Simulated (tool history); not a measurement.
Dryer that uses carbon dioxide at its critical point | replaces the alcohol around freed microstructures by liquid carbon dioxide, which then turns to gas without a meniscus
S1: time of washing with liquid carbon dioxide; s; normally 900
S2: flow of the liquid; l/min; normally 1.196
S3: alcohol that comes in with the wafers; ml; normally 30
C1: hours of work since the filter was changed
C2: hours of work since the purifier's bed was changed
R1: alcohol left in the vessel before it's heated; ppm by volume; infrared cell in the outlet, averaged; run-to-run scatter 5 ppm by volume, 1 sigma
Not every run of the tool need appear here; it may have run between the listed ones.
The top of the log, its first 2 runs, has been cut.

Run 3, hour 88.9: usual settings but S3 69 ml; C1 402; C2 211. Result: R1 44 ppm by volume.
Run 4, hour 124.1: usual settings but S3 69 ml; C1 415; C2 224. Result: R1 55 ppm by volume.
Run 5, hour 183.5: usual settings; C1 437; C2 245. Result: R1 28 ppm by volume.
Run 6, hour 213.2: usual settings but S3 32 ml; C1 448; C2 256. Result: R1 41 ppm by volume.
Run 7, hour 241.8: usual settings but S2 1.270 l/min, S3 32 ml; C1 458; C2 267. Result: R1 40 ppm by volume.
Run 8, hour 286.4: usual settings but S2 1.270 l/min, S3 32 ml; C1 474; C2 283. Result: R1 42 ppm by volume.
Run 9, hour 318.9: usual settings; C1 486; C2 295. Result: R1 39 ppm by volume.
At hour 351.7: inlet filter changed.
Run 10, hour 359.1: usual settings; C1 3; C2 309. Result: R1 28 ppm by volume.
Run 11, hour 397.7: usual settings; C1 17; C2 323. Result: R1 34 ppm by volume.
Run 12, hour 461.8: usual settings; C1 40; C2 347. Result: R1 43 ppm by volume.
Run 13, hour 500.2: usual settings but S2 1.940 l/min; C1 54; C2 361. Result: R1 34 ppm by volume.
Run 14, hour 553.8: usual settings; C1 74; C2 380. Result: R1 44 ppm by volume.
Run 15, hour 594.9: usual settings; C1 89; C2 395. Result: R1 57 ppm by volume.
Run 16, hour 652.8: usual settings; C1 110; C2 416. Result: R1 53 ppm by volume.
Run 17, hour 691.2: usual settings; C1 124; C2 430. Result: R1 49 ppm by volume.
Run 18, hour 735.9: usual settings; C1 140; C2 447. Result: R1 50 ppm by volume.
Run 19, hour 797.5: usual settings; C1 163; C2 469. Result: R1 63 ppm by volume.
Run 20, hour 847.9: usual settings; C1 181; C2 488. Result: R1 62 ppm by volume.
Run 21, hour 899.2: usual settings; C1 200; C2 506. Result: R1 56 ppm by volume.
Run 22, hour 947.4: usual settings; C1 217; C2 524. Result: R1 70 ppm by volume.
Run 23, hour 1010.6: usual settings; C1 241; C2 547. Result: R1 64 ppm by volume.
Run 24, hour 1037.1: usual settings; C1 250; C2 557. Result: R1 68 ppm by volume.
Run 25, hour 1099.5: usual settings; C1 273; C2 579. Result: R1 76 ppm by volume.
Run 26, hour 1156.7: usual settings; C1 294; C2 600. Result: R1 71 ppm by volume.

Run 27 comes next. What will it give?
Run 27, hour 1215.5: usual settings but S1 1200 s, S3 48 ml; C1 315; C2 622. Result: R1 ?.

Run 27 gave R1 62 ppm by volume.
With the hidden condition absent and the run-to-run variation left alone, this run would have shown R1 5 ppm by volume.
